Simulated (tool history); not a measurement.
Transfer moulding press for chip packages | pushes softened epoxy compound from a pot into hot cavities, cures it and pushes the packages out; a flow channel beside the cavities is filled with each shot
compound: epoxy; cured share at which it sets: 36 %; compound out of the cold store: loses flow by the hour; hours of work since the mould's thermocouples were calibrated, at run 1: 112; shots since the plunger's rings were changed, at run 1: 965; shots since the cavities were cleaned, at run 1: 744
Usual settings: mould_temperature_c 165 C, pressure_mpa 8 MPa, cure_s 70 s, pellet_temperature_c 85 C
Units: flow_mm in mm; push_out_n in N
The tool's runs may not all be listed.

| run | hour | mould_temperature_c | pressure_mpa | cure_s | pellet_temperature_c | hours of work since the mould's thermocouples were calibrated | shots since the plunger's rings were changed | shots since the cavities were cleaned | incoming compound's hours out of the cold store | flow_mm | push_out_n |
|---|---|---|---|---|---|---|---|---|---|---|---|
| 1 | 0 | 165 | 8 | 70 | 85 | 112 | 965 | 744 | 26.7 | 663 | 553 |
|  | 12.1 | cavities cleaned with cleaning compound and waxed |
| 2 | 15.5 | 165 | 8 | 70 | 85 | 123 | 1210 | 59 | 16 | 704 | 578 |
| 3 | 41.9 | 165 | 8 | 70 | 85 | 143 | 1669 | 518 | 42.6 | 605 | 548 |
| 4 | 56.2 | 165 | 8 | 70 | 85 | 154 | 1919 | 768 | 23.5 | 678 | 571 |
|  | 66.6 | cavities cleaned with cleaning compound and waxed |
| 5 | 81.7 | 165 | 8 | 70 | 85 | 173 | 2338 | 263 | 47.5 | 594 | 536 |
| 6 | 103 | 165 | 8 | 70 | 85 | 189 | 2710 | 635 | 40.7 | 613 | 523 |
|  | 120.2 | cavities cleaned with cleaning compound and waxed |
| 7 | 125.9 | 165 | 8 | 70 | 85 | 206 | 3084 | 100 | 34.4 | 629 | 539 |
| 8 | 146.4 | 165 | 8 | 70 | 85 | 222 | 3441 | 457 | 46.3 | 596 | 536 |
| 9 | 168.3 | 165 | 8 | 70 | 85 | 239 | 3822 | 838 | 16 | 699 | 558 |
|  | 174 | cavities cleaned with cleaning compound and waxed |
| 10 | 187.1 | 165 | 8 | 70 | 85 | 252 | 4124 | 229 | 13.9 | 720 | 573 |
| 11 | 211.9 | 165 | 8 | 70 | 85 | 272 | 4556 | 661 | 25.9 | 665 | 551 |
|  | 226.3 | cavities cleaned with cleaning compound and waxed |
| 12 | 228.6 | 165 | 8 | 70 | 85 | 283 | 4823 | 41 | 44.1 | 604 | 529 |
| 13 | 250.6 | 165 | 8 | 70 | 85 | 301 | 5206 | 424 | 44.6 | 599 | 544 |
| 14 | 268.3 | 165 | 8 | 70 | 85 | 314 | 5515 | 733 | 13.6 | 720 | 579 |
|  | 273.7 | plunger's sealing rings changed |
|  | 283.3 | cavities cleaned with cleaning compound and waxed |
| 15 | 285.8 | 169 | 8.81 | 85 | 90 | 325 | 185 | 44 | 13.9 | 742 | 414 |
| 16 | 312.5 | 169 | 9.41 | 70 | 80 | 345 | 651 | 510 | 16.3 | 762 | 509 |
|  | 337.9 | cavities cleaned with cleaning compound and waxed |
| 17 | 345.3 | 169 | 8.77 | 70 | 85 | 370 | 1197 | 128 | 21.6 | 708 | 486 |
| 18 | 374.2 | 160 | 8 | 62 | 81 | 392 | 1701 | 632 | 13.1 | 727 | 1127 |
| 19 | 387.7 | 165 | 9.14 | 70 | 85 | 403 | 1936 | 867 | 15.4 | 763 | 575 |
|  | 391.1 | cavities cleaned with cleaning compound and waxed |
| 20 | 415.5 | 167 | 8 | 70 | 85 | 423 | 2395 | 426 | 24.6 | 667 | 514 |
| 21 | 433.4 | 165 | 8.43 | 74 | 84 | 437 | 2707 | 738 | 37.8 | 638 | 501 |
|  | 444.1 | cavities cleaned with cleaning compound and waxed |
| 22 | 450.2 | 160 | 7.25 | 59 | 76 | 449 | 2975 | 107 | 31.8 | 623 | 1154 |
|  | 455.7 | mould's thermocouples calibrated |
| 23 | 466.4 | 160 | 7.25 | 59 | 76 | 8 | 3221 | 353 | 8.1 | 714 | 1343 |
| 24 | 481 | 168 | 6.04 | 105 | 85 | 20 | 3477 | 609 | 44.2 | 521 | 448 |
| 25 | 496.3 | 165 | 9.25 | 64 | 85 | 32 | 3744 | 876 | 25.5 | 715 | 659 |
|  | 499.3 | cavities cleaned with cleaning compound and waxed |
| 26 | 519.7 | 160 | 8.11 | 84 | 87 | 49 | 4126 | 357 | 9.6 | 753 | 516 |
| 27 | 542.5 | 160 | 6.06 | 70 | 85 | 66 | 4524 | 755 | 11.5 | 645 | 795 |

Hidden state or all else? Some run-to-run changes of push_out_n, split into what the settings, what came in and random variation would give without the hidden state, and what is left for the hidden state (with any gauge scatter that isn't in both results):
The hidden state here: true mould temperature over the reading, C; pressure that reaches the compound, % of what is set; grip of the stained cavities, % over clean ones'; drift of the gauge itself on flow_mm, %; drift of the gauge itself on push_out_n, %.
Run 17 -> 18: mould_temperature_c 169 -> 160, pressure_mpa 8.77 -> 8, cure_s 70 -> 62, pellet_temperature_c 85 -> 81. push_out_n +641 N: hidden state +15, all else +626.
Run 21 -> 22: mould_temperature_c 165 -> 160, pressure_mpa 8.43 -> 7.25, cure_s 74 -> 59, pellet_temperature_c 84 -> 76, cavities cleaned with cleaning compound and waxed. push_out_n +653 N: hidden state -5, all else +658.
Run 22 -> 23: mould's thermocouples calibrated. push_out_n +189 N: hidden state +10, all else +179.
Run 23 -> 24: mould_temperature_c 160 -> 168, pressure_mpa 7.25 -> 6.04, cure_s 59 -> 105, pellet_temperature_c 76 -> 85. push_out_n -895 N: hidden state -8, all else -887.

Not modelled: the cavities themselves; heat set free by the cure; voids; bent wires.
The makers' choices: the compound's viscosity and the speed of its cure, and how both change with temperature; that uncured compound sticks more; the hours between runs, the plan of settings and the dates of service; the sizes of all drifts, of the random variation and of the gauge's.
